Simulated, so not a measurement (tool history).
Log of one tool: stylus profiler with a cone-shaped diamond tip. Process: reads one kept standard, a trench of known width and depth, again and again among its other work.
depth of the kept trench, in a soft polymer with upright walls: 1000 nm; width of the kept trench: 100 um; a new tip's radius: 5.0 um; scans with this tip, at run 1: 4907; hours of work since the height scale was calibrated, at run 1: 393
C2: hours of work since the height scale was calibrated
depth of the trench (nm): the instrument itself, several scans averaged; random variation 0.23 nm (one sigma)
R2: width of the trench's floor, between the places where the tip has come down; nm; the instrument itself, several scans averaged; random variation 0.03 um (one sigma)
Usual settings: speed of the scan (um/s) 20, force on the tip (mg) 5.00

run 1 hour=0.0 | speed_of_the_scan_(um/s)=20 force_on_the_tip_(mg)=5.00 | scans_with_this_tip=4907 C2=393 | depth_of_the_trench_(nm)=1016.39 R2=93190
run 2 hour=20.4 | speed_of_the_scan_(um/s)=20 force_on_the_tip_(mg)=5.00 | scans_with_this_tip=5070 C2=406 | depth_of_the_trench_(nm)=1016.08 R2=93140
run 3 hour=40.8 | speed_of_the_scan_(um/s)=20 force_on_the_tip_(mg)=5.00 | scans_with_this_tip=5232 C2=419 | depth_of_the_trench_(nm)=1016.09 R2=93100
run 4 hour=61.3 | speed_of_the_scan_(um/s)=20 force_on_the_tip_(mg)=5.00 | scans_with_this_tip=5395 C2=432 | depth_of_the_trench_(nm)=1015.79 R2=93060
run 5 hour=76.4 | speed_of_the_scan_(um/s)=20 force_on_the_tip_(mg)=5.00 | scans_with_this_tip=5516 C2=442 | depth_of_the_trench_(nm)=1016.63 R2=93020
run 6 hour=89.6 | speed_of_the_scan_(um/s)=18 force_on_the_tip_(mg)=5.00 | scans_with_this_tip=5621 C2=450 | depth_of_the_trench_(nm)=1016.30 R2=93070
run 7 hour=110.1 | speed_of_the_scan_(um/s)=18 force_on_the_tip_(mg)=5.00 | scans_with_this_tip=5784 C2=463 | depth_of_the_trench_(nm)=1015.51 R2=92990
run 8 hour=127.0 | speed_of_the_scan_(um/s)=20 force_on_the_tip_(mg)=5.00 | scans_with_this_tip=5919 C2=474 | depth_of_the_trench_(nm)=1015.93 R2=92980
run 9 hour=143.5 | speed_of_the_scan_(um/s)=20 force_on_the_tip_(mg)=5.00 | scans_with_this_tip=6050 C2=485 | depth_of_the_trench_(nm)=1016.18 R2=92950
run 10 hour=161.2 | speed_of_the_scan_(um/s)=20 force_on_the_tip_(mg)=5.00 | scans_with_this_tip=6191 C2=496 | depth_of_the_trench_(nm)=1015.94 R2=92950
run 11 hour=177.5 | speed_of_the_scan_(um/s)=20 force_on_the_tip_(mg)=5.00 | scans_with_this_tip=6321 C2=507 | depth_of_the_trench_(nm)=1016.16 R2=92950
run 12 hour=197.0 | speed_of_the_scan_(um/s)=20 force_on_the_tip_(mg)=4.67 | scans_with_this_tip=6477 C2=519 | depth_of_the_trench_(nm)=1014.86 R2=92790
run 13 hour=215.2 | speed_of_the_scan_(um/s)=20 force_on_the_tip_(mg)=4.67 | scans_with_this_tip=6622 C2=531 | depth_of_the_trench_(nm)=1014.98 R2=92870
run 14 hour=231.4 | speed_of_the_scan_(um/s)=20 force_on_the_tip_(mg)=4.67 | scans_with_this_tip=6750 C2=541 | depth_of_the_trench_(nm)=1014.97 R2=92850
run 15 hour=248.1 | speed_of_the_scan_(um/s)=20 force_on_the_tip_(mg)=5.00 | scans_with_this_tip=6883 C2=552 | depth_of_the_trench_(nm)=1015.75 R2=92840
run 16 hour=269.0 | speed_of_the_scan_(um/s)=41 force_on_the_tip_(mg)=6.88 | scans_with_this_tip=7050 C2=565 | depth_of_the_trench_(nm)=1019.76 R2=92810
run 17 hour=281.0 | speed_of_the_scan_(um/s)=41 force_on_the_tip_(mg)=6.88 | scans_with_this_tip=7145 C2=573 | depth_of_the_trench_(nm)=1019.85 R2=92720
run 18 hour=304.1 | speed_of_the_scan_(um/s)=41 force_on_the_tip_(mg)=6.88 | scans_with_this_tip=7329 C2=587 | depth_of_the_trench_(nm)=1019.96 R2=92740
run 19 hour=327.0 | speed_of_the_scan_(um/s)=17 force_on_the_tip_(mg)=1.69 | scans_with_this_tip=7511 C2=602 | depth_of_the_trench_(nm)=1006.42 R2=92660
run 20 hour=340.2 | speed_of_the_scan_(um/s)=47 force_on_the_tip_(mg)=5.00 | scans_with_this_tip=7617 C2=610 | depth_of_the_trench_(nm)=1015.50 R2=92640
run 21 hour=352.4 | speed_of_the_scan_(um/s)=47 force_on_the_tip_(mg)=5.00 | scans_with_this_tip=7714 C2=618 | depth_of_the_trench_(nm)=1015.23 R2=92650
run 22 hour=367.5 | speed_of_the_scan_(um/s)=47 force_on_the_tip_(mg)=5.00 | scans_with_this_tip=7834 C2=628 | depth_of_the_trench_(nm)=1015.56 R2=92600
run 23 hour=386.9 | speed_of_the_scan_(um/s)=47 force_on_the_tip_(mg)=5.00 | scans_with_this_tip=7988 C2=640 | depth_of_the_trench_(nm)=1015.46 R2=92530
run 24 hour=405.3 | speed_of_the_scan_(um/s)=21 force_on_the_tip_(mg)=11.97 | scans_with_this_tip=8135 C2=652 | depth_of_the_trench_(nm)=1029.26 R2=92610
run 25 hour=424.9 | speed_of_the_scan_(um/s)=20 force_on_the_tip_(mg)=3.69 | scans_with_this_tip=8291 C2=664 | depth_of_the_trench_(nm)=1011.70 R2=92560
run 26 hour=447.6 | speed_of_the_scan_(um/s)=30 force_on_the_tip_(mg)=5.45 | scans_with_this_tip=8472 C2=679 | depth_of_the_trench_(nm)=1015.98 R2=92580
run 27 hour=459.4 | speed_of_the_scan_(um/s)=5 force_on_the_tip_(mg)=5.51 | scans_with_this_tip=8566 C2=686 | depth_of_the_trench_(nm)=1016.54 R2=92600
run 28 hour=475.7 | speed_of_the_scan_(um/s)=13 force_on_the_tip_(mg)=11.32 | scans_with_this_tip=8696 C2=697 | depth_of_the_trench_(nm)=1028.07 R2=92550
run 29 hour=495.6 | speed_of_the_scan_(um/s)=46 force_on_the_tip_(mg)=2.83 | scans_with_this_tip=8854 C2=709 | depth_of_the_trench_(nm)=1009.35 R2=92400

3 ways to go on from here, each from the tool as it stands after run 29. What would each give?
run A hour=516.8 | speed_of_the_scan_(um/s)=31 force_on_the_tip_(mg)=2.04 | scans_with_this_tip=9024 C2=723 | depth_of_the_trench_(nm)=? R2=?
run B hour=516.8 | speed_of_the_scan_(um/s)=46 force_on_the_tip_(mg)=10.53 | scans_with_this_tip=9024 C2=723 | depth_of_the_trench_(nm)=? R2=?
run C hour=516.8 | speed_of_the_scan_(um/s)=36 force_on_the_tip_(mg)=1.83 | scans_with_this_tip=9024 C2=723 | depth_of_the_trench_(nm)=? R2=?

run=A depth_of_the_trench_(nm)=1007.22 R2=92390
run=B depth_of_the_trench_(nm)=1026.74 R2=92460
run=C depth_of_the_trench_(nm)=1007.14 R2=92410
Without the tool's hidden state the same runs would have given:
run=A depth_of_the_trench_(nm)=1009.69 R2=93850
run=B depth_of_the_trench_(nm)=1029.25 R2=93910
run=C depth_of_the_trench_(nm)=1009.61 R2=93870
